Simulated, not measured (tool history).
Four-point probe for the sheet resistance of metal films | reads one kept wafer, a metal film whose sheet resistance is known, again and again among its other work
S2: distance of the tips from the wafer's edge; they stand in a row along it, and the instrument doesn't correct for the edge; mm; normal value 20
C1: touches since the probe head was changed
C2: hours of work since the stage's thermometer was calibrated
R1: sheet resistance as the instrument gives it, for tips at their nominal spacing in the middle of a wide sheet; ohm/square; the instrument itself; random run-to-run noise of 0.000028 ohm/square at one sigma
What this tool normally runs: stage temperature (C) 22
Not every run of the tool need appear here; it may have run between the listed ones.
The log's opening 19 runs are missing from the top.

run 20 hour=233.8 | stage_temperature_(C)=34 S2=20 | C1=14694 C2=422 | R1=0.141333
run 21 hour=246.5 | stage_temperature_(C)=34 S2=20 | C1=15143 C2=427 | R1=0.141378
run 22 hour=260.6 | stage_temperature_(C)=34 S2=20 | C1=15643 C2=433 | R1=0.141384
run 23 hour=272.2 | stage_temperature_(C)=34 S2=20 | C1=16051 C2=438 | R1=0.141303
run 24 hour=280.7 | stage_temperature_(C)=33 S2=66 | C1=16353 C2=441 | R1=0.141197
run 25 hour=294.2 | stage_temperature_(C)=32 S2=66 | C1=16829 C2=447 | R1=0.141105
run 26 hour=306.2 | stage_temperature_(C)=30 S2=54 | C1=17252 C2=452 | R1=0.140802
run 27 hour=322.5 | stage_temperature_(C)=19 S2=39 | C1=17831 C2=459 | R1=0.139501
run 28 hour=329.3 | stage_temperature_(C)=28 S2=48 | C1=18069 C2=461 | R1=0.140617
run 29 hour=340.2 | stage_temperature_(C)=24 S2=18 | C1=18454 C2=466 | R1=0.140219

The next listed run, before its measurement:
run 30 hour=350.0 | stage_temperature_(C)=25 S2=71 | C1=18799 C2=470 | R1=?

For run 30 the tool returned R1 0.140210 ohm/square.
Had the tool carried no hidden state, the very same run would have given R1 0.140215 ohm/square.
